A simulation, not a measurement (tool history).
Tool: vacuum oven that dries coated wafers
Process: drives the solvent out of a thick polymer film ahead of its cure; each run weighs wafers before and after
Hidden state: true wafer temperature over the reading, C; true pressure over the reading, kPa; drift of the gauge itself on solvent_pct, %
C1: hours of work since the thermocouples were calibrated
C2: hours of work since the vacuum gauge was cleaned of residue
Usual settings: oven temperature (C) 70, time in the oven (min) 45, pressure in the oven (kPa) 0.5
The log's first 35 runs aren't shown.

{"run": 36, "day": 101.871, "oven temperature (C)": 58, "time in the oven (min)": 45, "pressure in the oven (kPa)": 0.5, "C1": 119, "C2": 444, "solvent left in the film (%)": 8.54}
{"run": 37, "day": 104.75, "oven temperature (C)": 82, "time in the oven (min)": 22, "pressure in the oven (kPa)": 0.259, "C1": 159, "C2": 484, "solvent left in the film (%)": 2.81}
{"run": 38, "day": 107.575, "oven temperature (C)": 74, "time in the oven (min)": 47, "pressure in the oven (kPa)": 0.5, "C1": 198, "C2": 524, "solvent left in the film (%)": 1.87}
{"run": 39, "day": 110.296, "oven temperature (C)": 74, "time in the oven (min)": 46, "pressure in the oven (kPa)": 0.5, "C1": 236, "C2": 562, "solvent left in the film (%)": 1.98}
{"run": 40, "day": 113.55, "oven temperature (C)": 63, "time in the oven (min)": 52, "pressure in the oven (kPa)": 1.829, "C1": 281, "C2": 607, "solvent left in the film (%)": 5.76}
{"run": 41, "day": 115.492, "oven temperature (C)": 83, "time in the oven (min)": 26, "pressure in the oven (kPa)": 1.542, "C1": 308, "C2": 634, "solvent left in the film (%)": 1.88}
{"run": 42, "day": 118.658, "oven temperature (C)": 83, "time in the oven (min)": 26, "pressure in the oven (kPa)": 1.542, "C1": 353, "C2": 678, "solvent left in the film (%)": 1.94}
{"run": 43, "day": 120.646, "oven temperature (C)": 83, "time in the oven (min)": 26, "pressure in the oven (kPa)": 1.542, "C1": 380, "C2": 706, "solvent left in the film (%)": 1.94}
{"run": 44, "day": 122.25, "oven temperature (C)": 83, "time in the oven (min)": 26, "pressure in the oven (kPa)": 1.542, "C1": 403, "C2": 728, "solvent left in the film (%)": 1.89}
{"run": 45, "day": 125.992, "oven temperature (C)": 74, "time in the oven (min)": 24, "pressure in the oven (kPa)": 0.767, "C1": 455, "C2": 780, "solvent left in the film (%)": 5.44}
{"run": 46, "day": 128.996, "oven temperature (C)": 74, "time in the oven (min)": 26, "pressure in the oven (kPa)": 0.889, "C1": 497, "C2": 822, "solvent left in the film (%)": 4.97}
{"run": 47, "day": 132.492, "oven temperature (C)": 58, "time in the oven (min)": 45, "pressure in the oven (kPa)": 1.024, "C1": 545, "C2": 871, "solvent left in the film (%)": 8.68}

4 ways to go on from here, each from the tool as it stands after run 47. What would each give?
{"run": "A", "day": 136.171, "oven temperature (C)": 68, "time in the oven (min)": 56, "pressure in the oven (kPa)": 1.024, "C1": 597, "C2": 922, "solvent left in the film (%)": "?"}
{"run": "B", "day": 136.171, "oven temperature (C)": 71, "time in the oven (min)": 33, "pressure in the oven (kPa)": 1.024, "C1": 597, "C2": 922, "solvent left in the film (%)": "?"}
{"run": "C", "day": 136.171, "oven temperature (C)": 70, "time in the oven (min)": 38, "pressure in the oven (kPa)": 0.782, "C1": 597, "C2": 922, "solvent left in the film (%)": "?"}
{"run": "D", "day": 136.171, "oven temperature (C)": 58, "time in the oven (min)": 60, "pressure in the oven (kPa)": 1.024, "C1": 597, "C2": 922, "solvent left in the film (%)": "?"}

run=A solvent_left_in_the_film_(%)=3.16
run=B solvent_left_in_the_film_(%)=4.81
run=C solvent_left_in_the_film_(%)=4.33
run=D solvent_left_in_the_film_(%)=6.98
Without the tool's hidden state the same runs would have given:
run=A solvent_left_in_the_film_(%)=3.17
run=B solvent_left_in_the_film_(%)=4.82
run=C solvent_left_in_the_film_(%)=4.34
run=D solvent_left_in_the_film_(%)=7
